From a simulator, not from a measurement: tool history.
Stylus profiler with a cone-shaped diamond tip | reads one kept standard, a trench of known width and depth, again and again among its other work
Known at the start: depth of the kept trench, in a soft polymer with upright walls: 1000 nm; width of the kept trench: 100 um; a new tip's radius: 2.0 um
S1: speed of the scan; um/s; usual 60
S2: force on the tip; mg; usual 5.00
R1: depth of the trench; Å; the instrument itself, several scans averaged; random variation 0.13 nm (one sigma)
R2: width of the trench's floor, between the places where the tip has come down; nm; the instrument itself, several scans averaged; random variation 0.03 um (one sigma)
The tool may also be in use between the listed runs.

run,day,S1,S2,R1,R2
1,0.000,60,5.00,10140.7,96030
2,1.192,60,5.17,10140.7,95960
3,2.658,60,5.17,10143.4,95960
4,5.208,60,5.17,10143.7,95780
5,7.533,60,5.17,10142.3,95740
6,9.329,60,5.17,10144.8,95600
7,10.696,60,5.17,10143.9,95560
8,12.312,60,5.00,10140.7,95430
9,13.688,60,5.00,10142.2,95480
10,14.929,60,5.00,10142.7,95450
11,17.479,60,5.00,10144.6,95270
12,19.900,60,5.00,10147.4,95180
13,22.096,60,5.00,10145.6,95090
14,24.133,60,13.73,10273.4,95120
15,26.600,60,13.73,10277.5,94980
16,28.583,60,5.00,10143.0,94870
17,30.954,60,5.00,10144.9,94780
18,32.317,60,5.00,10145.7,94720
19,34.733,50,5.00,10147.1,94640
20,36.975,60,8.24,10200.4,94610
21,38.638,60,8.24,10203.0,94540
22,40.871,60,8.24,10202.8,94380
23,42.112,60,8.24,10204.7,94450
24,43.617,111,2.41,10097.6,94050
25,45.383,111,4.98,10148.3,94110
26,47.921,17,4.15,10134.8,94320
27,49.508,37,1.81,10085.2,94200
28,51.838,28,1.81,10086.5,94140
29,54.058,28,1.81,10088.1,94050
30,55.758,19,2.76,10109.9,94060
31,57.388,19,2.76,10107.5,93990
32,58.592,20,2.76,10109.1,93970
33,59.875,20,2.76,10108.5,93870
34,62.108,20,2.76,10113.6,93890
35,64.533,20,2.76,10110.1,93800
36,66.712,20,2.76,10113.4,93730
37,69.008,16,7.06,10192.7,93650

The next listed run, before its measurement:
38,70.612,132,5.00,?,?

{"run 38": {"R1": 10157.5, "R2": 93290}}
Without the tool's hidden state the same run would have given R1 10134.2 Å, R2 96150 nm.
